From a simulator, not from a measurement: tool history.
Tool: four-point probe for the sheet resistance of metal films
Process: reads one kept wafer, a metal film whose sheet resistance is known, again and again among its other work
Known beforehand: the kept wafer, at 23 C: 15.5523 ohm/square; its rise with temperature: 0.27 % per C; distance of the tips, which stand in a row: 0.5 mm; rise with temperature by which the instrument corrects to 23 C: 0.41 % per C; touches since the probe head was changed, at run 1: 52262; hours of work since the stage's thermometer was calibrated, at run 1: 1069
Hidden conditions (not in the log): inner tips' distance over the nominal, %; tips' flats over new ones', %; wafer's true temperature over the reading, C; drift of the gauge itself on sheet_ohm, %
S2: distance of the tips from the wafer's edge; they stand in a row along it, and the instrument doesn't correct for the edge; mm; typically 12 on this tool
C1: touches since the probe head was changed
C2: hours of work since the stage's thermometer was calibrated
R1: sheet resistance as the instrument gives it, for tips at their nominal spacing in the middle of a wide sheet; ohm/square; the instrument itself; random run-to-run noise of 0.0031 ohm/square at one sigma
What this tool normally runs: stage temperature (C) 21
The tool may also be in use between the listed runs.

Run 1, hour 0.0: usual settings; C1 52262; C2 1069. Result: R1 15.620960 ohm/square.
Run 2, hour 20.0: usual settings; C1 53392; C2 1081. Result: R1 15.621293 ohm/square.
Run 3, hour 42.7: usual settings; C1 54674; C2 1096. Result: R1 15.626053 ohm/square.
Run 4, hour 62.8: usual settings but S2 7 mm; C1 55814; C2 1108. Result: R1 15.647575 ohm/square.
Run 5, hour 84.5: usual settings but S2 7 mm; C1 57040; C2 1122. Result: R1 15.652906 ohm/square.
Run 6, hour 103.5: usual settings but S2 7 mm; C1 58111; C2 1134. Result: R1 15.645267 ohm/square.
Run 7, hour 119.0: usual settings but S2 6 mm; C1 58986; C2 1144. Result: R1 15.660875 ohm/square.
Run 8, hour 150.1: usual settings but stage temperature (C) 23, S2 3 mm; C1 60744; C2 1164. Result: R1 15.779216 ohm/square.
Run 9, hour 164.9: usual settings but stage temperature (C) 23, S2 3 mm; C1 61579; C2 1173. Result: R1 15.780014 ohm/square.

Run 10 is up next; what results do you expect?
Run 10, hour 181.0: usual settings but stage temperature (C) 22; C1 62494; C2 1183. Result: R1 ?.

R1: 15.588583 ohm/square
The same run, on a tool lacking any hidden state, would have yielded R1 15.589508 ohm/square.
